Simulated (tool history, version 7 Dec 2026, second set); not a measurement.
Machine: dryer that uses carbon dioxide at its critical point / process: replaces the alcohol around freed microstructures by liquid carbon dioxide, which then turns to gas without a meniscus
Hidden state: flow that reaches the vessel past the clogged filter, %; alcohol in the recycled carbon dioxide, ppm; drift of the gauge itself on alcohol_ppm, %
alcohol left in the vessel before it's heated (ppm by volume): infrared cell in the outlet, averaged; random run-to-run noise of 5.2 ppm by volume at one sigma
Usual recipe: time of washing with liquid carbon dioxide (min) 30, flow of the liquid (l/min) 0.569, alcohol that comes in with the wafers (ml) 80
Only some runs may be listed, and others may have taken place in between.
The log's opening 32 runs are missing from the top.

run,hour,time of washing with liquid carbon dioxide (min),flow of the liquid (l/min),alcohol that comes in with the wafers (ml),hours of work since the filter was changed,hours of work since the purifier's bed was changed,alcohol left in the vessel before it's heated (ppm by volume)
33,384.5,46,0.57,57,70,590,52
34,397.1,46,0.57,57,78,598,45
35,408.5,29,0.569,81,85,605,183
36,416.8,22,0.569,81,90,610,613
37,425.7,30,0.822,80,95,616,60
38,441.2,30,0.822,80,105,625,61
39,451.3,30,0.822,80,111,631,56
40,457.6,30,0.375,80,115,635,889
41,473,34,0.474,100,124,645,273
42,480.4,30,0.572,47,129,649,130
43,488.2,30,0.509,76,134,654,277
44,502.1,30,0.509,76,142,663,287
45,509.1,36,0.569,80,146,667,97
46,522.3,36,0.569,80,155,675,97
47,536,36,0.569,80,163,683,105

Each row is a separate what-if for the run after 47, all from the same tool condition, not one after another. Results?
A,549.7,25,0.366,20,171,692,?
B,549.7,36,0.569,36,171,692,?
C,549.7,38,0.536,105,171,692,?

run,alcohol left in the vessel before it's heated (ppm by volume)
A,523
B,74
C,116
Stripped of hidden state, with their random variation kept, the same runs would have yielded:
run,alcohol left in the vessel before it's heated (ppm by volume)
A,327
B,17
C,32
